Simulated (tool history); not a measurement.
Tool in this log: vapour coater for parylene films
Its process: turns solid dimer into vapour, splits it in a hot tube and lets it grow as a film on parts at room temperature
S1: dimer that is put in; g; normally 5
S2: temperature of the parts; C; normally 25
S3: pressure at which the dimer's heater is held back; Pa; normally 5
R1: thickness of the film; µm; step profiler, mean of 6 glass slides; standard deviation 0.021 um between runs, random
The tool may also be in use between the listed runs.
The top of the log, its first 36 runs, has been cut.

run	hour	S1	S2	S3	R1
37	994.3	6	28	11.57	2.03
38	1011.4	4	20	11.57	1.99
39	1034	4	20	11.57	2
40	1063.2	4	20	11.57	1.98
41	1078.6	5	33	4.39	1.69
42	1096.4	4	24	5	2.02
43	1118.2	4	24	5	1.99
44	1149.9	3	19	4.66	1.91
45	1166.2	5	31	5.22	1.77
46	1182.3	5	25	2.17	2.88
47	1214.4	8	31	7.12	2.57
48	1250.7	4	35	3.5	1.29

Branching from run 48: 3 alternative next runs. What would each branch give?
A	1283.7	4	35	3.5	?
B	1283.7	5	19	5	?
C	1283.7	5	36	7.62	?

run	R1
A	1.27
B	3.07
C	1.25
Without the tool's unlogged condition, the same runs would have read:
run	R1
A	1.36
B	3.27
C	1.33
